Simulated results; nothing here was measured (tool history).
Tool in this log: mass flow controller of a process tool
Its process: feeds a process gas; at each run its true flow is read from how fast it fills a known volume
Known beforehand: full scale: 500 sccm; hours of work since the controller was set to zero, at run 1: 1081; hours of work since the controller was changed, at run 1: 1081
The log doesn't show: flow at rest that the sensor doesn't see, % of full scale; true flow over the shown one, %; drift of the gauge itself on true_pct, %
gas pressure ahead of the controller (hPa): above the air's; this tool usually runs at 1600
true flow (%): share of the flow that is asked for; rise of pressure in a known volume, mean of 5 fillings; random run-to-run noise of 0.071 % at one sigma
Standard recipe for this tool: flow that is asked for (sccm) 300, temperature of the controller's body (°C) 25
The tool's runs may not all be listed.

run    hour  flow that is asked for (sccm)  gas pressure ahead of the controller (hPa)  temperature of the controller's body (°C)  hours of work since the controller was set to zero  hours of work since the controller was changed  true flow (%)
  1       0                            300                                        1600                                         25                                                1081                                            1081         100.17
  2   215.6                            300                                        1600                                         25                                                1165                                            1165         100.08
  3   394.9                            300                                        1600                                         36                                                1234                                            1234          98.82
  4   731.6                            237                                        1600                                         36                                                1364                                            1364          99.07
  5    1024                            237                                        1600                                         36                                                1478                                            1478          99.21
  6  1391.9                            237                                        1600                                         36                                                1620                                            1620           99.1
  7  1664.1                             77                                        1600                                         25                                                1725                                            1725         101.91
  8  1992.8                             77                                        1600                                         25                                                1853                                            1853         102.02
  9  2273.7                             77                                        1600                                         25                                                1961                                            1961         102.41
 10  2443.5                            313                                        1880                                         37                                                2027                                            2027           98.8
 11  2710.1                            313                                        1880                                         37                                                2130                                            2130          98.93
 12  3010.5                            300                                        1550                                         32                                                2247                                            2247          99.53
 13  3380.6                             99                                        2080                                         25                                                2390                                            2390         101.88
 14  3707.1                             99                                        2080                                         25                                                2516                                            2516         101.96
 15  3907.7                             99                                        2080                                         25                                                2594                                            2594         102.11
 16  4135.1                             99                                        2080                                         25                                                2682                                            2682         102.05
 17  4399.9                             61                                        2230                                         26                                                2785                                            2785         104.14
 18  4678.4                            300                                        1600                                         30                                                2892                                            2892          99.81

Some steps in true flow (%) between neighbouring runs. How much of each would the tool show without its hidden state too (settings, what came in, random variation), and how much is left for the hidden state, with any gauge scatter that isn't in both results?
Run 17 -> 18: flow that is asked for (sccm) 61 -> 300, gas pressure ahead of the controller (hPa) 2230 -> 1600, temperature of the controller's body (°C) 26 -> 30. true flow (%) -4.33: hidden state -4.73, all else +0.4.

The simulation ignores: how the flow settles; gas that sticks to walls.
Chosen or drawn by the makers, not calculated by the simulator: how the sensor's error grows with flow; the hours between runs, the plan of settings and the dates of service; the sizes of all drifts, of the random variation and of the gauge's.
